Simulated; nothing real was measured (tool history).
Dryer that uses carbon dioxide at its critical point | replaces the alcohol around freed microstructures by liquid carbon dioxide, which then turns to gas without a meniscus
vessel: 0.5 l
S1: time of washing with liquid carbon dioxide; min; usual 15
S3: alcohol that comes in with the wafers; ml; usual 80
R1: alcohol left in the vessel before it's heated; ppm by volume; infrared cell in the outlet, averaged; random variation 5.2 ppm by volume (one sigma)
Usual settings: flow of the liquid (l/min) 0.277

{"run": 1, "day": 0.0, "S1": 15, "flow of the liquid (l/min)": 0.277, "S3": 80, "R1": 137}
{"run": 2, "day": 1.471, "S1": 15, "flow of the liquid (l/min)": 0.407, "S3": 80, "R1": 41}
{"run": 3, "day": 2.567, "S1": 15, "flow of the liquid (l/min)": 0.407, "S3": 80, "R1": 43}
{"run": 4, "day": 3.442, "S1": 15, "flow of the liquid (l/min)": 0.407, "S3": 80, "R1": 55}
{"run": 5, "day": 4.892, "S1": 15, "flow of the liquid (l/min)": 0.407, "S3": 80, "R1": 54}
{"run": 6, "day": 5.558, "S1": 15, "flow of the liquid (l/min)": 0.177, "S3": 80, "R1": 1975}
{"run": 7, "day": 6.579, "S1": 15, "flow of the liquid (l/min)": 0.177, "S3": 80, "R1": 1964}
{"run": 8, "day": 7.333, "S1": 15, "flow of the liquid (l/min)": 0.177, "S3": 109, "R1": 2689}
{"run": 9, "day": 8.342, "S1": 15, "flow of the liquid (l/min)": 0.177, "S3": 109, "R1": 2710}
{"run": 10, "day": 9.792, "S1": 17, "flow of the liquid (l/min)": 0.277, "S3": 80, "R1": 113}
{"run": 11, "day": 10.825, "S1": 17, "flow of the liquid (l/min)": 0.184, "S3": 45, "R1": 593}
{"run": 12, "day": 12.154, "S1": 17, "flow of the liquid (l/min)": 0.184, "S3": 45, "R1": 613}
{"run": 13, "day": 13.246, "S1": 23, "flow of the liquid (l/min)": 0.224, "S3": 46, "R1": 95}
{"run": 14, "day": 14.421, "S1": 23, "flow of the liquid (l/min)": 0.224, "S3": 46, "R1": 105}
{"run": 15, "day": 15.308, "S1": 20, "flow of the liquid (l/min)": 0.173, "S3": 80, "R1": 676}
{"run": 16, "day": 16.362, "S1": 9, "flow of the liquid (l/min)": 0.384, "S3": 40, "R1": 295}
{"run": 17, "day": 16.979, "S1": 9, "flow of the liquid (l/min)": 0.436, "S3": 26, "R1": 151}
{"run": 18, "day": 17.704, "S1": 10, "flow of the liquid (l/min)": 0.421, "S3": 93, "R1": 223}
{"run": 19, "day": 18.929, "S1": 15, "flow of the liquid (l/min)": 0.277, "S3": 43, "R1": 178}

Measured less the same run without the tool's hidden state. The same run-to-run variation is in both; the gauge's scatter may not be:
The hidden state here: flow that reaches the vessel past the clogged filter, %; alcohol in the recycled carbon dioxide, ppm; drift of the gauge itself on alcohol_ppm, %.
run=1 R1=+63
run=2 R1=+41
run=3 R1=+43
run=4 R1=+48
run=5 R1=+51
run=6 R1=+472
run=7 R1=+488
run=8 R1=+676
run=9 R1=+708
run=10 R1=+82
run=11 R1=+226
run=12 R1=+245
run=13 R1=+83
run=14 R1=+84
run=15 R1=+304
run=16 R1=+169
run=17 R1=+110
run=18 R1=+155
run=19 R1=+129
